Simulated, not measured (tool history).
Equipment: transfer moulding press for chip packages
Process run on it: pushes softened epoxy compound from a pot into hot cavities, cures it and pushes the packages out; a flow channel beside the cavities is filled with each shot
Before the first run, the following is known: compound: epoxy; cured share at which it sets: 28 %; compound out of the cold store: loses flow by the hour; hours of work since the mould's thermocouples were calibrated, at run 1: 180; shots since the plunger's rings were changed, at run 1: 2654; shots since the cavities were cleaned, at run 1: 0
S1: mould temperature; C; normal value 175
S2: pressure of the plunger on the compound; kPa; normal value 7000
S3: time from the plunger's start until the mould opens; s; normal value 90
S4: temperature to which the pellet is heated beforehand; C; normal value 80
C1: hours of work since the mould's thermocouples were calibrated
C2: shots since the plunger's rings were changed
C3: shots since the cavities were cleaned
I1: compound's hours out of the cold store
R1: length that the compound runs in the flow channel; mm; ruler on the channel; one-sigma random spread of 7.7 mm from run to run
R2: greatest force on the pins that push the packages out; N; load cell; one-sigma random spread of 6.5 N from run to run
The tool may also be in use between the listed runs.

run	hour	S1	S2	S3	S4	C1	C2	C3	I1	R1	R2
1	0.0	175	7000	90	80	180	2654	0	27.5	890	273
2	13.5	175	7000	90	80	190	2845	191	25.8	894	328
3	24.7	175	7000	90	80	198	3005	351	24.8	899	392
4	38.4	175	7000	90	80	208	3200	546	45.6	815	406
5	47.3	175	7000	90	80	214	3326	672	11.7	963	451
# hour 50.8: cavities cleaned with cleaning compound and waxed
6	59.2	175	7000	90	80	221	3473	119	19.6	918	322
7	70.3	175	7000	90	80	229	3630	276	26.3	881	354
8	77.8	175	7000	90	78	235	3737	383	21.0	906	368
9	84.9	175	7000	90	78	240	3838	484	43.0	807	373
10	91.7	175	7000	92	80	245	3934	580	45.2	814	398
11	97.3	175	7000	92	80	249	4014	660	10.9	952	422
# hour 102.2: cavities cleaned with cleaning compound and waxed
12	109.7	175	7000	92	80	256	4168	107	38.2	841	310
13	116.1	175	7000	92	80	261	4258	197	36.0	841	316
14	122.5	175	7000	92	80	265	4349	288	12.3	932	365
# hour 137.5: plunger's sealing rings changed
15	138.0	171	7610	129	82	275	8	474	9.1	1066	357
16	150.0	170	7680	88	80	283	177	643	38.5	943	581
# hour 155.6: cavities cleaned with cleaning compound and waxed
17	158.9	170	7680	88	80	288	282	47	39.9	931	403
18	170.6	170	7680	120	80	297	448	213	35.9	950	319
# hour 173.2: mould's thermocouples calibrated
19	185.6	183	7420	108	79	9	632	397	40.9	861	325
20	194.3	183	7420	80	77	15	755	520	11.6	967	366
21	201.9	183	7420	80	77	20	864	629	25.7	912	367
# hour 208.3: cavities cleaned with cleaning compound and waxed
22	214.0	179	8090	80	72	28	1015	81	25.3	987	286
23	223.5	179	8090	80	72	35	1149	215	15.2	1018	338
24	232.7	177	8090	121	75	41	1279	345	36.6	932	305
# hour 236.2: mould's thermocouples calibrated, once more
25	244.9	177	8090	121	75	6	1424	490	21.6	967	330
26	252.6	174	7910	122	83	12	1533	599	11.2	1038	340
# hour 261.2: cavities cleaned with cleaning compound and waxed
27	266.8	174	6630	71	85	21	1713	78	44.3	807	426

Measured less the same run without the tool's hidden state. The same run-to-run variation is in both; the gauge's scatter may not be:
Hidden state present: true mould temperature over the reading, C; pressure that reaches the compound, % of what is set; grip of the stained cavities, % over clean ones'; drift of the gauge itself on flow_mm, %; drift of the gauge itself on push_out_n, %.
run	R1	R2
1	-28	+16
2	-30	+72
3	-32	+118
4	-31	+148
5	-38	+178
6	-38	+50
7	-39	+91
8	-41	+116
9	-37	+127
10	-39	+147
11	-46	+165
12	-43	+49
13	-43	+72
14	-50	+100
15	+3	+121
16	+0	+240
17	-1	+68
18	-2	+80
19	-5	+102
20	-6	+134
21	-7	+144
22	-9	+39
23	-10	+80
24	-11	+82
25	-20	+108
26	-23	+121
27	-19	+34
